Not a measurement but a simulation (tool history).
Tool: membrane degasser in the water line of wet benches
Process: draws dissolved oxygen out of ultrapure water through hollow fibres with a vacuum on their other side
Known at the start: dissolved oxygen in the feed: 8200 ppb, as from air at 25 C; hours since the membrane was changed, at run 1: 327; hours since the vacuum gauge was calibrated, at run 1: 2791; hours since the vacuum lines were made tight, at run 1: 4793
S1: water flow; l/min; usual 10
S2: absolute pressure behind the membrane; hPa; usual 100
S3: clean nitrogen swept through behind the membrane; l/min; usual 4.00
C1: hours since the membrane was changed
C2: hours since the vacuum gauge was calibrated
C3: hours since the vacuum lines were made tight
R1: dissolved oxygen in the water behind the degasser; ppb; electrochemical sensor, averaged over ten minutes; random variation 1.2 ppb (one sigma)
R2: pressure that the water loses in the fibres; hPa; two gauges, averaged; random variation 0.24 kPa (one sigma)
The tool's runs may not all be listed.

Run 1, day 0.000: usual settings; C1 327; C2 2791; C3 4793. Result: R1 111.7 ppb, R2 619.5 hPa.
Run 2, day 2.333: usual settings; C1 383; C2 2847; C3 4849. Result: R1 111.0 ppb, R2 616.7 hPa.
Run 3, day 4.754: usual settings; C1 441; C2 2905; C3 4907. Result: R1 109.3 ppb, R2 616.8 hPa.
Run 4, day 8.046: usual settings; C1 520; C2 2984; C3 4986. Result: R1 112.0 ppb, R2 619.4 hPa.
Run 5, day 11.312: usual settings; C1 599; C2 3063; C3 5065. Result: R1 112.5 ppb, R2 622.8 hPa.
Run 6, day 14.054: usual settings; C1 665; C2 3129; C3 5131. Result: R1 109.8 ppb, R2 620.6 hPa.
Run 7, day 16.429: usual settings; C1 722; C2 3186; C3 5187. Result: R1 111.2 ppb, R2 624.6 hPa.
Run 8, day 20.271: usual settings but S2 99 hPa; C1 814; C2 3278; C3 5280. Result: R1 111.7 ppb, R2 623.9 hPa.
At day 21.396: seals of the vacuum lines changed.
Run 9, day 23.775: usual settings; C1 896; C2 3360; C3 57. Result: R1 110.5 ppb, R2 622.2 hPa.
Run 10, day 26.233: usual settings; C1 955; C2 3419; C3 116. Result: R1 111.2 ppb, R2 620.8 hPa.
Run 11, day 30.912: usual settings; C1 1067; C2 3531; C3 228. Result: R1 112.6 ppb, R2 616.6 hPa.
At day 33.858: vacuum gauge calibrated.
Run 12, day 34.454: usual settings; C1 1152; C2 14; C3 313. Result: R1 113.7 ppb, R2 624.7 hPa.
Run 13, day 36.638: usual settings; C1 1204; C2 67; C3 365. Result: R1 109.5 ppb, R2 623.7 hPa.
Run 14, day 39.829: usual settings; C1 1281; C2 143; C3 442. Result: R1 112.3 ppb, R2 622.2 hPa.
Run 15, day 43.358: usual settings; C1 1365; C2 228; C3 527. Result: R1 111.8 ppb, R2 626.3 hPa.
Run 16, day 46.275: usual settings; C1 1435; C2 298; C3 597. Result: R1 110.4 ppb, R2 624.9 hPa.
Run 17, day 48.625: usual settings but S2 144 hPa; C1 1492; C2 354; C3 653. Result: R1 136.7 ppb, R2 620.9 hPa.
Run 18, day 51.254: usual settings but S3 2.84 l/min; C1 1555; C2 417; C3 716. Result: R1 126.7 ppb, R2 622.5 hPa.
Run 19, day 55.633: usual settings but S1 14 l/min, S2 148 hPa, S3 7.47 l/min; C1 1660; C2 523; C3 821. Result: R1 254.0 ppb, R2 867.6 hPa.
Run 20, day 59.854: usual settings but S1 14 l/min, S2 153 hPa, S3 1.92 l/min; C1 1761; C2 624; C3 923. Result: R1 400.7 ppb, R2 879.8 hPa.
Run 21, day 63.054: usual settings but S1 8 l/min; C1 1838; C2 701; C3 999. Result: R1 62.9 ppb, R2 501.1 hPa.
Run 22, day 66.642: usual settings but S1 8 l/min; C1 1924; C2 787; C3 1085. Result: R1 62.9 ppb, R2 501.6 hPa.
Run 23, day 68.962: usual settings but S1 8 l/min; C1 1980; C2 842; C3 1141. Result: R1 63.6 ppb, R2 504.2 hPa.
Run 24, day 72.425: usual settings but S2 146 hPa; C1 2063; C2 926; C3 1224. Result: R1 140.2 ppb, R2 630.4 hPa.
Run 25, day 74.358: usual settings but S2 146 hPa, S3 4.09 l/min; C1 2109; C2 972; C3 1271. Result: R1 136.9 ppb, R2 630.7 hPa.
Run 26, day 78.517: usual settings but S2 146 hPa, S3 4.09 l/min; C1 2209; C2 1072; C3 1370. Result: R1 137.9 ppb, R2 626.5 hPa.
Run 27, day 81.192: usual settings but S1 9 l/min, S3 9.48 l/min; C1 2273; C2 1136; C3 1435. Result: R1 63.9 ppb, R2 566.4 hPa.
Run 28, day 84.792: usual settings but S1 7 l/min, S3 3.35 l/min; C1 2360; C2 1222; C3 1521. Result: R1 52.3 ppb, R2 441.3 hPa.
Run 29, day 87.008: usual settings; C1 2413; C2 1276; C3 1574. Result: R1 111.7 ppb, R2 632.0 hPa.
Run 30, day 89.008: usual settings but S1 11 l/min, S2 104 hPa, S3 3.91 l/min; C1 2461; C2 1324; C3 1622. Result: R1 146.6 ppb, R2 692.7 hPa.
Run 31, day 91.971: usual settings but S1 11 l/min, S2 68 hPa, S3 9.82 l/min; C1 2532; C2 1395; C3 1693. Result: R1 106.8 ppb, R2 693.3 hPa.

Hidden state or all else? Some run-to-run changes of R2, split into what the settings, what came in and random variation would give without the hidden state, and what is left for the hidden state (with any gauge scatter that isn't in both results):
The hidden state here: membrane still open, %; true pressure behind the membrane over the reading, kPa; air that leaks in behind the membrane, l/min; drift of the gauge itself on oxygen_ppb, %; drift of the gauge itself on loss_of_pressure_kpa, %.
Run 18 -> 19: S1 10 -> 14, S2 100 -> 148, S3 2.84 -> 7.47. R2 +245.1 hPa: hidden state +3.4, all else +241.7.
Run 20 -> 21: S1 14 -> 8, S2 153 -> 100, S3 1.92 -> 4.00. R2 -378.7 hPa: hidden state -4.4, all else -374.3.
Run 28 -> 29: S1 7 -> 10, S3 3.35 -> 4.00. R2 +190.7 hPa: hidden state +3.6, all else +187.1.
